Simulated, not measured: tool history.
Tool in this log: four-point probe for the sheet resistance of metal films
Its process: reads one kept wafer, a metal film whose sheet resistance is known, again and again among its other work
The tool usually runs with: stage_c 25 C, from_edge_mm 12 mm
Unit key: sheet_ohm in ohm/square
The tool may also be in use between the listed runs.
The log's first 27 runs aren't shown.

run    hour  stage_c  from_edge_mm  touches since the probe head was changed  hours of work since the stage's thermometer was calibrated  sheet_ohm
 28  1804.6       27            23                                     22072                                                         236   0.917087
 29  1876.3       27            23                                     25894                                                         280   0.916238
 30  1917.6       20            22                                     28096                                                         305   0.910926
 31  1956.2       29            35                                     30152                                                         329   0.916699
 32  2005.2       29            35                                     32766                                                         359   0.916178
 33  2045.9       34            18                                     34932                                                         384   0.920802
 34  2098.9       34            18                                     37761                                                         416   0.920518
 35  2180.5       34            18                                     42112                                                         466   0.919301
 36  2253.1       29            16                                     45982                                                         510   0.915853

Consider 5 possible next runs. They are alternatives, not a sequence: every one starts from the tool as it was left by run 36. What does each give?
  A  2297.5       35             6                                     48348                                                         537          ?
  B  2297.5       28            12                                     48348                                                         537          ?
  C  2297.5       18             4                                     48348                                                         537          ?
  D  2297.5       33            16                                     48348                                                         537          ?
  E  2297.5       28             7                                     48348                                                         537          ?

run  sheet_ohm
  A   0.931187
  B   0.916112
  C   0.934641
  D   0.918145
  E   0.922627
Had the tool no hidden state, the same runs would have come out as:
run  sheet_ohm
  A   0.937559
  B   0.922368
  C   0.940975
  D   0.924429
  E   0.928922

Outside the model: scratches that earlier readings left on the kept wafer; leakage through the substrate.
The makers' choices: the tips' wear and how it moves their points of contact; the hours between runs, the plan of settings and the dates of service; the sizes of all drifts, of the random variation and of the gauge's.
